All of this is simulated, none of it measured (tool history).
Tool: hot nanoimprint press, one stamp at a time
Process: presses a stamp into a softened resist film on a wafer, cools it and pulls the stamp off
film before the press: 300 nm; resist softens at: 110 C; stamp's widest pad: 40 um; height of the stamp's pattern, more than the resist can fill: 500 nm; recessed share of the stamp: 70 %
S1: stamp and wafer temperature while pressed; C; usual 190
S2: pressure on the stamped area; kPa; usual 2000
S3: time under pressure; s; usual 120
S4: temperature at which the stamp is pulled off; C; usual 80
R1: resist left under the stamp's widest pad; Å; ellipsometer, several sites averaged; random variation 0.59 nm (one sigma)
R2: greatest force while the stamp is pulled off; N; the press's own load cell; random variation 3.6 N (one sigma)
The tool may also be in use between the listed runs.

run,hour,S1,S2,S3,S4,R1,R2
1,0,190,2000,120,80,1337,170
2,59,190,2000,120,80,1331,172
3,105.2,190,2000,120,80,1336,175
# hour 144.7: plate thermocouple calibrated
4,154.5,190,2000,120,80,1333,175
# hour 191.3: stamp cleaned and given a new release coat
5,196.1,190,1210,120,80,1676,180
6,228.3,190,1210,120,80,1684,178
7,265.9,190,2000,120,80,1345,170
8,312,190,2000,120,80,1344,168
9,368.9,190,2000,120,80,1331,171
10,419.4,190,2000,120,80,1334,180
11,444.1,190,2000,120,80,1335,174
# hour 502.1: stamp cleaned and given a new release coat
12,502.7,190,2000,120,80,1340,170
13,533.1,190,2000,120,80,1318,169
14,592.9,190,1520,120,80,1518,173
15,643.2,190,1520,154,80,1389,174
# hour 682.8: plate thermocouple calibrated
16,700.4,197,1330,120,80,1236,176
17,733.5,191,1330,116,80,1565,173
18,766,189,2000,128,80,1353,173
19,792.9,197,2170,229,69,736,210
# hour 812.4: stamp cleaned and given a new release coat
20,828.7,187,2170,229,75,1139,190
21,861,196,2000,120,80,1056,178
22,904.9,190,2790,169,80,989,168
23,951.2,190,2670,169,80,1018,170
24,975.5,187,2410,153,74,1260,197
25,1016.2,182,2000,103,70,1886,203
26,1054.8,182,2000,103,70,1900,210

Run 27 comes next. What will it give?
# hour 1090.7: press's hydraulic seals changed and the load cell set to zero
27,1105,186,2000,92,70,?,?

R1: 1691 Å
R2: 206 N
Without the tool's hidden state the same run would have given R1 1690 Å, R2 204 N.

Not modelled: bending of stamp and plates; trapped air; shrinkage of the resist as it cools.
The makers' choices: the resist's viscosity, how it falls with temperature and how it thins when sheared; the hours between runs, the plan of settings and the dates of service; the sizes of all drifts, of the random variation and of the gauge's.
